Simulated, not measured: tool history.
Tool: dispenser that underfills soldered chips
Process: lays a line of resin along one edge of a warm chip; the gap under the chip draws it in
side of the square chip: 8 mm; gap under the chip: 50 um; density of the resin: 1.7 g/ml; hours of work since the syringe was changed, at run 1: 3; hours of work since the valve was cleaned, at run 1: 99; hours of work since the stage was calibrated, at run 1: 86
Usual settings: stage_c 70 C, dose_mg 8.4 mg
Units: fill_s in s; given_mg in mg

run	day	stage_c	dose_mg	hours of work since the syringe was changed	hours of work since the valve was cleaned	hours of work since the stage was calibrated	fill_s	given_mg
1	0	70	8.4	3	99	86	34.9	8.13
# day 0.25: dispensing valve cleaned and set on the balance
# day 0.433: new syringe of resin
2	0.433	70	7.8	0	3	92	30.3	7.78
3	0.708	70	7.8	5	8	97	41.7	7.74
# day 0.962: new syringe of resin
4	1.204	70	8.4	4	16	105	39.3	8.36
# day 1.525: new syringe of resin
5	1.688	70	8.4	3	24	114	36.9	8.29
# day 2.079: new syringe of resin
6	2.167	70	8.4	2	33	122	33.5	8.28
7	2.471	70	8.4	7	38	127	47.9	8.31
# day 2.642: new syringe of resin
8	2.767	70	8.4	2	43	132	35.5	8.26
9	3	70	8.4	6	47	136	48.2	8.25
# day 3.212: new syringe of resin
10	3.392	70	8.4	3	53	143	38.6	8.24
# day 3.746: new syringe of resin
11	3.775	70	8.4	1	60	149	30.7	8.23
# day 4.279: new syringe of resin
12	4.308	70	8.4	1	69	158	32	8.2
13	4.646	70	8.4	6	75	164	47.1	8.18
# day 4.833: new syringe of resin
14	5.096	70	8.4	5	82	172	41.8	8.16
# day 5.388: new syringe of resin
15	5.662	70	9.62	5	92	181	41.2	9.32
# day 5.942: new syringe of resin
16	6.229	83	8.4	5	102	191	28.6	8.11
# day 6.321: dispensing valve cleaned and set on the balance
# day 6.546: new syringe of resin
17	6.633	70	8.4	2	5	197	34.3	8.39
18	6.996	70	10.79	8	11	203	50.6	10.77
# day 7.117: new syringe of resin
19	7.258	55	8.67	2	16	208	59.7	8.63
# day 7.671: new syringe of resin
20	7.671	70	10.16	0	23	215	29.6	10.11
21	8.1	70	10.16	7	30	222	49.6	10.08
# day 8.208: new syringe of resin
22	8.488	67	10.16	5	37	229	46.6	10.09
# day 8.775: new syringe of resin
23	9.004	60	10.45	4	46	238	55.9	10.31
# day 9.317: new syringe of resin
24	9.317	61	10.45	0	51	243	41	10.31
# day 9.854: new syringe of resin
25	9.867	61	10.45	0	60	252	42.7	10.29
26	10.358	61	10.45	9	69	261	78.2	10.27
# day 10.421: new syringe of resin
27	10.625	64	7.78	4	73	265	49.3	7.6
# day 10.95: new syringe of resin
28	11.158	70	10.51	4	82	274	39.6	10.24
# day 11.504: new syringe of resin
29	11.712	70	10.51	4	92	284	38.5	10.28
# day 12.062: new syringe of resin
30	12.242	71	8.91	3	101	293	37.7	8.67
# day 12.358: dispensing valve cleaned and set on the balance
# day 12.646: new syringe of resin
31	12.862	70	9.77	4	9	302	40.3	9.68
# day 13.183: new syringe of resin
32	13.233	70	9.77	1	15	309	32.9	9.65
# day 13.729: new syringe of resin
33	13.788	70	9.77	1	24	318	34.3	9.67
# day 14.288: new syringe of resin
34	14.292	74	7.53	0	33	327	29	7.45
35	14.538	60	7.53	4	37	331	61.8	7.38
# day 14.858: new syringe of resin
36	14.979	60	10.35	2	45	339	49.3	10.18

3 ways to go on from here, each from the tool as it stands after run 36. What would each give?
# day 15.388: new syringe of resin
A	15.538	60	9.42	3	54	348	?	?
# day 15.388: new syringe of resin
B	15.538	57	7.47	3	54	348	?	?
# day 15.388: new syringe of resin
C	15.538	63	7.62	3	54	348	?	?

run	fill_s	given_mg
A	52.7	9.2
B	61.5	7.3
C	49	7.45
Without the tool's hidden state the same runs would have given:
run	fill_s	given_mg
A	40.9	9.4
B	47.4	7.47
C	38.2	7.61

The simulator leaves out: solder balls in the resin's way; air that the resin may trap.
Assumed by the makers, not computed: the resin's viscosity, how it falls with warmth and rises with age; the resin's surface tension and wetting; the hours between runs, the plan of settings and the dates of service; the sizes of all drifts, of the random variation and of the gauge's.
